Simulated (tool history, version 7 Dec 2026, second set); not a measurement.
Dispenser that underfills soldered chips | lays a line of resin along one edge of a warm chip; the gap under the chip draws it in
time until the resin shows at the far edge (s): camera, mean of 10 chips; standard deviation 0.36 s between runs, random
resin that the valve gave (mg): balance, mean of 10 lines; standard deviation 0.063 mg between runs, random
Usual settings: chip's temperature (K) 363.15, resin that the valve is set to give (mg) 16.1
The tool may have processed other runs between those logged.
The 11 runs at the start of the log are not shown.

run,hour,chip's temperature (K),resin that the valve is set to give (mg),time until the resin shows at the far edge (s),resin that the valve gave (mg)
# hour 52.8: dispensing valve cleaned and set on the balance
12,55.6,376.15,19.8,16.1,19.78
13,58.5,363.15,16.1,27.7,16.12
14,61.6,363.15,16.1,31.1,15.99
15,65.3,363.15,16.1,35.7,16.09
# hour 70.4: new syringe of resin
16,70.6,350.15,16.1,33.1,15.93
17,76.8,350.15,16.1,43,15.88
18,83.6,375.15,16.1,24.4,15.91
# hour 89.2: new syringe of resin
19,89.7,375.15,16.1,15.2,15.91
20,94.6,369.15,14.5,22.1,14.33
21,100.8,369.15,14.5,28.3,14.3
22,104.3,369.15,14.5,32.5,14.09
# hour 108.1: new syringe of resin
23,111,369.15,14.5,19.6,14.19
24,117.3,369.15,14.5,26.2,14.15
25,120.2,374.15,18,24.9,17.6
26,126.1,374.15,18,31.5,17.61
# hour 126.8: new syringe of resin
27,131.5,374.15,18,17.3,17.51
28,135.4,361.15,18.8,31.4,18.24
29,139.8,361.15,18.8,37.6,18.1
# hour 145.7: new syringe of resin
30,146.6,376.15,13.9,14.9,13.48
31,150.5,354.15,16.9,34.4,16.17
32,156.4,354.15,16.9,43,16.23
33,162.7,354.15,20,55.2,19.16
# hour 164.5: new syringe of resin
34,167.3,354.15,20,32,19.15
35,170.8,351.15,14.9,42.2,14.23
36,173.6,377.15,18.9,19.5,17.99

4 ways to go on from here, each from the tool as it stands after run 36. What would each give?
A,178.2,365.15,18.1,?,?
B,178.2,373.15,14.6,?,?
C,178.2,377.15,13.8,?,?
D,178.2,353.15,15.5,?,?

run,time until the resin shows at the far edge (s),resin that the valve gave (mg)
A,34.4,17.3
B,27.4,13.88
C,24.3,13.19
D,52.2,14.75
What these runs would have given with no unlogged condition in the tool:
run,time until the resin shows at the far edge (s),resin that the valve gave (mg)
A,19.3,18.2
B,15.3,14.6
C,13.3,13.88
D,28.9,15.51
